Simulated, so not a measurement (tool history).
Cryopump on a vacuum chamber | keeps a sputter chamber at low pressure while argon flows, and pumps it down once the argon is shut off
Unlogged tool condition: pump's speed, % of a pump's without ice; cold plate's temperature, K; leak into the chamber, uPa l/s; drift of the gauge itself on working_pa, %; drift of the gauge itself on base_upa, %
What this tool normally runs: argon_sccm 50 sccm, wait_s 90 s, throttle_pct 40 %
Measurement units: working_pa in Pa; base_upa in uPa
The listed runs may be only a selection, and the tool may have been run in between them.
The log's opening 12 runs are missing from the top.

| run | day | argon_sccm | wait_s | throttle_pct | hours of work since the pump was warmed up and emptied | hours of work since the cold head was overhauled | hours of work since the chamber's fittings were tightened | working_pa | base_upa |
|---|---|---|---|---|---|---|---|---|---|
| 13 | 8.733 | 50 | 35 | 40 | 121 | 639 | 1981 | 0.2288 | 5.36 |
| 14 | 9.208 | 50 | 35 | 40 | 127 | 646 | 1987 | 0.2261 | 5.28 |
| 15 | 10.079 | 50 | 35 | 40 | 139 | 657 | 1999 | 0.2287 | 5.22 |
| 16 | 10.5 | 50 | 35 | 40 | 144 | 663 | 2004 | 0.2314 | 5.4 |
| 17 | 11.242 | 50 | 35 | 40 | 154 | 673 | 2014 | 0.2293 | 5.36 |
| 18 | 11.783 | 50 | 35 | 40 | 161 | 680 | 2022 | 0.2288 | 5.36 |
| 19 | 12.425 | 50 | 118 | 35 | 170 | 689 | 2030 | 0.2605 | 2.89 |
| 20 | 13.088 | 74 | 90 | 40 | 179 | 697 | 2039 | 0.3412 | 3.02 |
| 21 | 14.038 | 40 | 139 | 37 | 191 | 710 | 2052 | 0.2001 | 2.61 |
| 22 | 14.846 | 85 | 63 | 33 | 202 | 721 | 2062 | 0.4763 | 3.82 |
| 23 | 15.8 | 85 | 63 | 33 | 215 | 733 | 2075 | 0.4751 | 3.86 |
| 24 | 16.779 | 24 | 136 | 24 | 228 | 746 | 2088 | 0.1814 | 2.75 |
| 25 | 17.588 | 24 | 136 | 24 | 239 | 757 | 2099 | 0.1838 | 2.71 |
| 26 | 18.283 | 24 | 136 | 24 | 248 | 766 | 2108 | 0.1835 | 2.73 |
| 27 | 19.192 | 24 | 136 | 24 | 260 | 779 | 2120 | 0.185 | 2.76 |
| 28 | 19.75 | 24 | 136 | 24 | 267 | 786 | 2127 | 0.1848 | 2.73 |
| 29 | 20.629 | 69 | 57 | 46 | 279 | 798 | 2139 | 0.2847 | 4.13 |
| 30 | 21.196 | 69 | 57 | 30 | 287 | 805 | 2147 | 0.4299 | 4.04 |
| 31 | 22.067 | 50 | 88 | 40 | 298 | 817 | 2158 | 0.2377 | 3.34 |
| 32 | 22.904 | 50 | 28 | 23 | 309 | 828 | 2169 | 0.4033 | 6.64 |
| 33 | 23.388 | 50 | 28 | 23 | 316 | 834 | 2176 | 0.3992 | 6.55 |
| 34 | 24.067 | 75 | 28 | 38 | 325 | 843 | 2185 | 0.3743 | 6.51 |

Here are 4 independent what-if runs from the current tool condition. What would each one return?
| A | 24.825 | 75 | 42 | 47 | 335 | 853 | 2195 | ? | ? |
| B | 24.825 | 95 | 90 | 17 | 335 | 853 | 2195 | ? | ? |
| C | 24.825 | 56 | 166 | 21 | 335 | 853 | 2195 | ? | ? |
| D | 24.825 | 26 | 136 | 18 | 335 | 853 | 2195 | ? | ? |

| run | working_pa | base_upa |
|---|---|---|
| A | 0.3084 | 4.97 |
| B | 1.0201 | 3.28 |
| C | 0.4946 | 2.68 |
| D | 0.2645 | 2.93 |
Stripped of hidden state, with their random variation kept, the same runs would have yielded:
| run | working_pa | base_upa |
|---|---|---|
| A | 0.2832 | 3.39 |
| B | 0.9882 | 1.71 |
| C | 0.4756 | 1.09 |
| D | 0.2557 | 1.29 |
